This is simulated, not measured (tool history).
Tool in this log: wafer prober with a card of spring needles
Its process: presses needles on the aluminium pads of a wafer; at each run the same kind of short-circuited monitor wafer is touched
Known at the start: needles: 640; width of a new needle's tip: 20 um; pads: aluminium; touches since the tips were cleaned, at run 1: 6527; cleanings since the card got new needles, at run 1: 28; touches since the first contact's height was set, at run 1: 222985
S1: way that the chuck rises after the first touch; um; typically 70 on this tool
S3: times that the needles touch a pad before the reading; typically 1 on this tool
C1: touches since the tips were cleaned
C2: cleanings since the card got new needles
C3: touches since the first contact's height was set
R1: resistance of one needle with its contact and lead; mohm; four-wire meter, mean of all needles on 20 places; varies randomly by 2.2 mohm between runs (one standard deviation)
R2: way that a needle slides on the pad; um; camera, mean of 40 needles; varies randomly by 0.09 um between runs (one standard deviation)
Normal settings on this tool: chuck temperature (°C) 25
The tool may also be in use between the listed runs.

Run 1, hour 0: usual settings; C1 6527; C2 28; C3 222985. Result: R1 375 mohm, R2 10.59 um.
At hour 3: tips cleaned on abrasive film.
Run 2, hour 20.6: usual settings; C1 6050; C2 29; C3 230012. Result: R1 413 mohm, R2 10.36 um.
At hour 25.1: tips cleaned on abrasive film.
Run 3, hour 31.3: usual settings; C1 2134; C2 30; C3 233656. Result: R1 312 mohm, R2 10.4 um.
Run 4, hour 45.5: usual settings but chuck temperature (°C) 31; C1 6978; C2 30; C3 238500. Result: R1 380 mohm, R2 10.52 um.
At hour 47.4: tips cleaned on abrasive film.
At hour 59.9: tips cleaned on abrasive film, once more.
Run 5, hour 62.6: usual settings but chuck temperature (°C) 31; C1 911; C2 32; C3 244290. Result: R1 278 mohm, R2 10.42 um.
At hour 71.8: height of the first contact set anew.
At hour 81.6: tips cleaned on abrasive film.
Run 6, hour 85.3: usual settings; C1 1258; C2 33; C3 4579. Result: R1 287 mohm, R2 11.04 um.
Run 7, hour 101.7: usual settings but chuck temperature (°C) 67; C1 6886; C2 33; C3 10207. Result: R1 370 mohm, R2 11.01 um.
At hour 103.1: tips cleaned on abrasive film.
Run 8, hour 123.6: usual settings but S1 61 um; C1 7017; C2 34; C3 17655. Result: R1 406 mohm, R2 9.57 um.
At hour 125: tips cleaned on abrasive film.
Run 9, hour 143: usual settings but S1 61 um, chuck temperature (°C) 64; C1 6168; C2 35; C3 24279. Result: R1 402 mohm, R2 9.56 um.
At hour 147.2: tips cleaned on abrasive film.
Run 10, hour 153.5: usual settings but S1 61 um, chuck temperature (°C) 64; C1 2149; C2 36; C3 27824. Result: R1 340 mohm, R2 9.57 um.
At hour 169.2: tips cleaned on abrasive film.
Run 11, hour 171.4: usual settings; C1 759; C2 37; C3 33939. Result: R1 285 mohm, R2 10.9 um.
At hour 191: tips cleaned on abrasive film.
Run 12, hour 194.1: usual settings but chuck temperature (°C) 52; C1 1050; C2 38; C3 41676. Result: R1 290 mohm, R2 10.79 um.
Run 13, hour 208.6: usual settings but chuck temperature (°C) 52; C1 6018; C2 38; C3 46644. Result: R1 366 mohm, R2 10.96 um.
At hour 213.1: tips cleaned on abrasive film.
Run 14, hour 220.5: usual settings but chuck temperature (°C) 66; C1 2520; C2 39; C3 50682. Result: R1 335 mohm, R2 10.86 um.
At hour 235.3: tips cleaned on abrasive film.
Run 15, hour 241.7: usual settings but chuck temperature (°C) 73; C1 2197; C2 40; C3 57926. Result: R1 326 mohm, R2 11.09 um.
At hour 257: tips cleaned on abrasive film.
Run 16, hour 262.5: usual settings; C1 1901; C2 41; C3 65029. Result: R1 313 mohm, R2 10.89 um.
Run 17, hour 277.7: usual settings; C1 7101; C2 41; C3 70229. Result: R1 379 mohm, R2 10.89 um.
At hour 279: tips cleaned on abrasive film.
Run 18, hour 298.3: usual settings; C1 6598; C2 42; C3 77244. Result: R1 372 mohm, R2 10.86 um.
At hour 301.1: tips cleaned on abrasive film.
Run 19, hour 320.8: usual settings; C1 6757; C2 43; C3 84909. Result: R1 370 mohm, R2 10.99 um.
At hour 323.7: tips cleaned on abrasive film.
Run 20, hour 335.9: usual settings but S1 59 um; C1 4172; C2 44; C3 90054. Result: R1 390 mohm, R2 9.08 um.
At hour 345.4: tips cleaned on abrasive film.
Run 21, hour 358.5: usual settings but chuck temperature (°C) 75, S3 3; C1 4486; C2 45; C3 97772. Result: R1 293 mohm, R2 10.79 um.
At hour 367.9: tips cleaned on abrasive film.
Run 22, hour 376: usual settings but chuck temperature (°C) 75, S3 3; C1 2766; C2 46; C3 103730. Result: R1 289 mohm, R2 10.81 um.
At hour 390.4: tips cleaned on abrasive film.
Run 23, hour 392.4: usual settings but S3 2; C1 662; C2 47; C3 109304. Result: R1 266 mohm, R2 10.8 um.
Run 24, hour 408.3: usual settings but S3 2; C1 6113; C2 47; C3 114755. Result: R1 320 mohm, R2 10.68 um.
At hour 411.9: tips cleaned on abrasive film.
Run 25, hour 418.7: usual settings but S3 2; C1 2321; C2 48; C3 118277. Result: R1 290 mohm, R2 10.75 um.
At hour 433.9: tips cleaned on abrasive film.
Run 26, hour 440.8: usual settings but chuck temperature (°C) 108, S3 2; C1 2377; C2 49; C3 125833. Result: R1 311 mohm, R2 10.93 um.
At hour 456.3: tips cleaned on abrasive film.
Run 27, hour 463.3: usual settings but chuck temperature (°C) 108, S3 2; C1 2407; C2 50; C3 133495. Result: R1 313 mohm, R2 10.63 um.
At hour 478.6: tips cleaned on abrasive film.
Run 28, hour 482: usual settings but chuck temperature (°C) 108, S3 2; C1 1147; C2 51; C3 139867. Result: R1 293 mohm, R2 10.7 um.
At hour 500.4: tips cleaned on abrasive film.
Run 29, hour 503.7: usual settings but chuck temperature (°C) 108, S3 2; C1 1137; C2 52; C3 147263. Result: R1 292 mohm, R2 10.71 um.
At hour 522.2: tips cleaned on abrasive film.
Run 30, hour 522.9: usual settings but chuck temperature (°C) 108, S3 2; C1 249; C2 53; C3 153815. Result: R1 278 mohm, R2 10.63 um.
Run 31, hour 540.8: usual settings but chuck temperature (°C) 33; C1 6374; C2 53; C3 159940. Result: R1 384 mohm, R2 10.63 um.
At hour 544.5: tips cleaned on abrasive film.
Run 32, hour 554.2: usual settings but chuck temperature (°C) 33; C1 3314; C2 54; C3 164501. Result: R1 352 mohm, R2 10.56 um.

Hidden state or all else? Some run-to-run changes of R1, split into what the settings, what came in and random variation would give without the hidden state, and what is left for the hidden state (with any gauge scatter that isn't in both results):
Hidden conditions of the tool in this case: debris on the tips, nm; way that the needles fall short of the set height, um; tips' diameter, um; drift of the gauge itself on contact_mohm, %; drift of the gauge itself on scrub_um, %.
Run 2 -> 3: tips cleaned on abrasive film. R1 -101 mohm: hidden state -102, all else +1.
Run 4 -> 5: tips cleaned on abrasive film, tips cleaned on abrasive film, once more. R1 -102 mohm: hidden state -97, all else -5.
Run 20 -> 21: S1 59 -> 70, chuck temperature (°C) 25 -> 75, S3 1 -> 3, tips cleaned on abrasive film. R1 -97 mohm: hidden state -108, all else +11.
Run 30 -> 31: chuck temperature (°C) 108 -> 33, S3 2 -> 1. R1 +106 mohm: hidden state +122, all else -16.

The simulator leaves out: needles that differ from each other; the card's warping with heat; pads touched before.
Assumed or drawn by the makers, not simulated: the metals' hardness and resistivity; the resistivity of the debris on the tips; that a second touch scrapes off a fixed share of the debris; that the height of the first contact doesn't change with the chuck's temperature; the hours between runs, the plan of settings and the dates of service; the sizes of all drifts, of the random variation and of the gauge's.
